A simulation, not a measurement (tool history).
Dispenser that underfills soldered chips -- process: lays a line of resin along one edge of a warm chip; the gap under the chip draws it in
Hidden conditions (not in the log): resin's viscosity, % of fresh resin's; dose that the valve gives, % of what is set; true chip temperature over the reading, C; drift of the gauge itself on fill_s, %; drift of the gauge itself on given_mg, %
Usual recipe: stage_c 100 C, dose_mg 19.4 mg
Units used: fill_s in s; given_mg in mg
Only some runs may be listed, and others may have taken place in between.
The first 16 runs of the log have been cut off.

| run | hour | stage_c | dose_mg | hours of work since the syringe was changed | hours of work since the valve was cleaned | hours of work since the stage was calibrated | fill_s | given_mg |
|---|---|---|---|---|---|---|---|---|
| 17 | 70 | 103 | 17.3 | 4 | 99 | 187 | 510.7 | 16.79 |
|  | 74.1 | new syringe of resin |
| 18 | 76 | 103 | 17.3 | 1 | 103 | 192 | 424.1 | 16.77 |
| 19 | 79 | 98 | 23.9 | 4 | 105 | 194 | 564.1 | 23.28 |
|  | 83.6 | new syringe of resin |
| 20 | 85.2 | 104 | 17 | 1 | 110 | 198 | 410.2 | 16.46 |
| 21 | 91.2 | 109 | 21.9 | 6 | 115 | 203 | 432.2 | 21.18 |
|  | 93.2 | new syringe of resin |
| 22 | 95 | 106 | 19.5 | 1 | 117 | 206 | 376.8 | 18.89 |
|  | 100 | dispensing valve cleaned and set on the balance |
| 23 | 100.6 | 92 | 17.6 | 5 | 0 | 209 | 857.4 | 17.53 |
|  | 103.4 | new syringe of resin |
| 24 | 104.6 | 100 | 18.3 | 1 | 3 | 212 | 460.4 | 18.28 |
| 25 | 110.5 | 98 | 17 | 5 | 8 | 216 | 683.8 | 16.89 |
|  | 113.1 | new syringe of resin |
| 26 | 116.6 | 98 | 17 | 3 | 12 | 221 | 578 | 16.99 |
| 27 | 119.5 | 107 | 18.5 | 5 | 14 | 223 | 448.1 | 18.41 |
|  | 122.3 | new syringe of resin |
| 28 | 125.3 | 103 | 21.7 | 2 | 19 | 227 | 426.6 | 21.58 |
| 29 | 129.3 | 103 | 21.7 | 5 | 22 | 230 | 524.6 | 21.51 |
|  | 131.7 | new syringe of resin |
| 30 | 132.8 | 108 | 24.6 | 1 | 24 | 233 | 321.5 | 24.42 |
| 31 | 137.3 | 108 | 24.6 | 4 | 27 | 236 | 401.2 | 24.3 |
|  | 141.3 | new syringe of resin |
| 32 | 143.6 | 108 | 24.6 | 2 | 32 | 241 | 344.2 | 24.39 |
| 33 | 148.9 | 86 | 19.4 | 6 | 36 | 245 | 1114 | 19.21 |
|  | 150.8 | new syringe of resin |
| 34 | 153 | 106 | 22.8 | 2 | 39 | 247 | 362.1 | 22.41 |
| 35 | 157.5 | 106 | 22.8 | 5 | 42 | 251 | 457.9 | 22.48 |

4 options for the next run, each taken on its own from the tool as it stands now. Forecast them:
|  | 160.1 | new syringe of resin |
| A | 161.5 | 104 | 22.8 | 1 | 45 | 254 | ? | ? |
|  | 160.1 | new syringe of resin |
| B | 161.5 | 104 | 23.6 | 1 | 45 | 254 | ? | ? |
|  | 160.1 | new syringe of resin |
| C | 161.5 | 101 | 19.4 | 1 | 45 | 254 | ? | ? |
|  | 160.1 | new syringe of resin |
| D | 161.5 | 113 | 19.4 | 1 | 45 | 254 | ? | ? |

| run | fill_s | given_mg |
|---|---|---|
| A | 379.3 | 22.45 |
| B | 379.1 | 23.16 |
| C | 443.1 | 19.14 |
| D | 283.6 | 19.05 |
With no hidden state in the tool, these same runs would have given:
| run | fill_s | given_mg |
|---|---|---|
| A | 345.4 | 22.81 |
| B | 345.3 | 23.53 |
| C | 402.6 | 19.44 |
| D | 258.1 | 19.35 |
